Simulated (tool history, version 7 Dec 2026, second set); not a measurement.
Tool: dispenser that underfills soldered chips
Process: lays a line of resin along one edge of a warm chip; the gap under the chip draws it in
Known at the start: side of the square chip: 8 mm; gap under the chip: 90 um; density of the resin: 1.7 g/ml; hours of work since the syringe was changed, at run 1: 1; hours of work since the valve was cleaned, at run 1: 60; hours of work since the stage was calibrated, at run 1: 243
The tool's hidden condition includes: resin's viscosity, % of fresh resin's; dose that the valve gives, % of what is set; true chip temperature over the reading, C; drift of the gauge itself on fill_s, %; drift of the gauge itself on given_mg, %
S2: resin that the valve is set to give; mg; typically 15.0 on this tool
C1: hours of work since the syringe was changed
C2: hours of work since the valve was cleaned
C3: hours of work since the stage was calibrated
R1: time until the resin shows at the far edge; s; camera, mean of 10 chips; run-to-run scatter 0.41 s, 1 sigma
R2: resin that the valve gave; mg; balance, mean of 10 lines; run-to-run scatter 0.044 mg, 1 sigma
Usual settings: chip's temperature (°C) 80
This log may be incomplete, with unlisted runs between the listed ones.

Run 1, day 0.000: usual settings; C1 1; C2 60; C3 243. Result: R1 26.7 s, R2 14.82 mg.
At day 0.279: new syringe of resin.
Run 2, day 0.438: usual settings; C1 3; C2 68; C3 251. Result: R1 31.2 s, R2 14.74 mg.
At day 0.583: new syringe of resin.
At day 0.896: new syringe of resin.
Run 3, day 1.100: usual settings but chip's temperature (°C) 92; C1 4; C2 80; C3 263. Result: R1 22.1 s, R2 14.64 mg.
At day 1.179: dispensing valve cleaned and set on the balance.
At day 1.217: new syringe of resin.
At day 1.500: new syringe of resin.
Run 4, day 1.629: usual settings but chip's temperature (°C) 92; C1 2; C2 8; C3 272. Result: R1 20.7 s, R2 14.99 mg.
At day 1.788: new syringe of resin.
Run 5, day 1.946: usual settings but S2 13.0 mg; C1 3; C2 14; C3 278. Result: R1 31.4 s, R2 12.92 mg.
At day 2.075: new syringe of resin.
Run 6, day 2.225: usual settings but S2 13.0 mg; C1 3; C2 19; C3 283. Result: R1 31.0 s, R2 12.90 mg.
At day 2.379: new syringe of resin.
Run 7, day 2.504: usual settings but S2 13.0 mg; C1 2; C2 24; C3 288. Result: R1 30.9 s, R2 12.86 mg.
At day 2.662: new syringe of resin.
At day 2.983: new syringe of resin.
Run 8, day 3.167: usual settings but S2 18.3 mg; C1 4; C2 36; C3 300. Result: R1 32.3 s, R2 18.11 mg.
At day 3.292: new syringe of resin.
At day 3.604: new syringe of resin.
Run 9, day 3.658: usual settings but chip's temperature (°C) 74; C1 1; C2 45; C3 309. Result: R1 32.5 s, R2 14.81 mg.
At day 3.921: new syringe of resin.
At day 4.250: new syringe of resin.
Run 10, day 4.271: usual settings but chip's temperature (°C) 74; C1 0; C2 56; C3 321. Result: R1 31.8 s, R2 14.80 mg.
At day 4.550: new syringe of resin.
At day 4.833: new syringe of resin.
Run 11, day 4.833: usual settings; C1 0; C2 67; C3 331. Result: R1 25.4 s, R2 14.64 mg.
At day 5.125: new syringe of resin.
Run 12, day 5.283: usual settings; C1 3; C2 75; C3 339. Result: R1 30.9 s, R2 14.68 mg.
At day 5.408: new syringe of resin.
At day 5.633: dispensing valve cleaned and set on the balance.
Run 13, day 5.675: usual settings; C1 4; C2 1; C3 346. Result: R1 33.1 s, R2 14.98 mg.
At day 5.738: new syringe of resin.
At day 6.025: new syringe of resin.
Run 14, day 6.192: usual settings; C1 3; C2 10; C3 355. Result: R1 30.5 s, R2 14.97 mg.
At day 6.312: new syringe of resin.
Run 15, day 6.562: usual settings; C1 5; C2 17; C3 362. Result: R1 34.0 s, R2 14.91 mg.
At day 6.608: new syringe of resin.
Run 16, day 6.846: usual settings but S2 17.2 mg; C1 5; C2 22; C3 367. Result: R1 33.3 s, R2 17.05 mg.
At day 6.904: new syringe of resin.
At day 7.192: new syringe of resin.
Run 17, day 7.404: usual settings but chip's temperature (°C) 88, S2 17.2 mg; C1 4; C2 32; C3 377. Result: R1 24.0 s, R2 17.12 mg.
At day 7.492: new syringe of resin.
At day 7.783: new syringe of resin.
Run 18, day 8.008: usual settings but chip's temperature (°C) 91, S2 17.5 mg; C1 4; C2 43; C3 388. Result: R1 23.2 s, R2 17.27 mg.
At day 8.067: new syringe of resin.
At day 8.367: new syringe of resin.
Run 19, day 8.375: usual settings but chip's temperature (°C) 77, S2 13.2 mg; C1 0; C2 50; C3 395. Result: R1 29.1 s, R2 13.00 mg.
At day 8.646: new syringe of resin.
Run 20, day 8.671: usual settings but chip's temperature (°C) 67, S2 15.4 mg; C1 0; C2 55; C3 400. Result: R1 40.1 s, R2 15.11 mg.
At day 8.950: new syringe of resin.
Run 21, day 9.017: usual settings but chip's temperature (°C) 65, S2 16.8 mg; C1 1; C2 62; C3 407. Result: R1 43.2 s, R2 16.45 mg.
At day 9.279: new syringe of resin.
Run 22, day 9.288: usual settings but chip's temperature (°C) 78, S2 18.2 mg; C1 0; C2 67; C3 411. Result: R1 27.1 s, R2 17.79 mg.
At day 9.583: new syringe of resin.
Run 23, day 9.717: usual settings but chip's temperature (°C) 78, S2 18.2 mg; C1 3; C2 75; C3 419. Result: R1 30.5 s, R2 17.80 mg.
At day 9.904: new syringe of resin.
At day 10.104: dispensing valve cleaned and set on the balance.
Run 24, day 10.192: usual settings but chip's temperature (°C) 73, S2 13.2 mg; C1 5; C2 2; C3 427. Result: R1 43.0 s, R2 13.24 mg.
At day 10.250: new syringe of resin.
At day 10.550: new syringe of resin.
At day 10.862: new syringe of resin.
Run 25, day 10.862: usual settings but chip's temperature (°C) 73, S2 18.9 mg; C1 0; C2 14; C3 440. Result: R1 31.1 s, R2 18.74 mg.
At day 11.171: new syringe of resin.
Run 26, day 11.233: usual settings but chip's temperature (°C) 73, S2 18.9 mg; C1 1; C2 21; C3 446. Result: R1 32.5 s, R2 18.79 mg.
At day 11.471: new syringe of resin.
At day 11.762: new syringe of resin.
Run 27, day 11.829: usual settings but chip's temperature (°C) 76, S2 16.8 mg; C1 1; C2 32; C3 457. Result: R1 30.7 s, R2 16.57 mg.
At day 12.062: new syringe of resin.
Run 28, day 12.254: usual settings but chip's temperature (°C) 89, S2 19.2 mg; C1 4; C2 39; C3 465. Result: R1 22.7 s, R2 18.98 mg.
At day 12.358: new syringe of resin.
Run 29, day 12.604: usual settings but chip's temperature (°C) 84, S2 15.7 mg; C1 5; C2 46; C3 472. Result: R1 28.4 s, R2 15.44 mg.
At day 12.667: new syringe of resin.
At day 12.950: new syringe of resin.
Run 30, day 12.950: usual settings but chip's temperature (°C) 90, S2 17.2 mg; C1 0; C2 52; C3 478. Result: R1 18.1 s, R2 16.92 mg.
At day 13.238: new syringe of resin.
At day 13.533: new syringe of resin.
Run 31, day 13.533: usual settings but chip's temperature (°C) 82, S2 16.5 mg; C1 0; C2 63; C3 488. Result: R1 23.2 s, R2 16.12 mg.
At day 13.821: new syringe of resin.
Run 32, day 14.008: usual settings but chip's temperature (°C) 75, S2 14.9 mg; C1 4; C2 71; C3 497. Result: R1 35.7 s, R2 14.61 mg.
At day 14.150: new syringe of resin.
At day 14.438: new syringe of resin.
At day 14.546: dispensing valve cleaned and set on the balance.
Run 33, day 14.546: usual settings but chip's temperature (°C) 75, S2 14.9 mg; C1 1; C2 0; C3 506. Result: R1 31.1 s, R2 14.81 mg.
At day 14.775: new syringe of resin.
At day 15.096: new syringe of resin.
Run 34, day 15.175: usual settings but chip's temperature (°C) 75, S2 14.9 mg; C1 2; C2 12; C3 518. Result: R1 30.9 s, R2 14.76 mg.

3 ways to go on from here, each from the tool as it stands after run 34. What would each give?
At day 15.412: new syringe of resin.
Run A, day 15.617: usual settings but chip's temperature (°C) 66; C1 4; C2 20; C3 526. Result: R1 ?, R2 ?.
At day 15.412: new syringe of resin.
Run B, day 15.617: usual settings but chip's temperature (°C) 75, S2 13.9 mg; C1 4; C2 20; C3 526. Result: R1 ?, R2 ?.
At day 15.412: new syringe of resin.
Run C, day 15.617: usual settings but chip's temperature (°C) 75, S2 17.0 mg; C1 4; C2 20; C3 526. Result: R1 ?, R2 ?.

run    R1     R2
  A  48.1  14.85
  B  36.4  13.85
  C  35.3  16.95
What these runs would have given with no unlogged condition in the tool:
run    R1     R2
  A  43.0  14.94
  B  32.4  13.93
  C  31.4  17.05

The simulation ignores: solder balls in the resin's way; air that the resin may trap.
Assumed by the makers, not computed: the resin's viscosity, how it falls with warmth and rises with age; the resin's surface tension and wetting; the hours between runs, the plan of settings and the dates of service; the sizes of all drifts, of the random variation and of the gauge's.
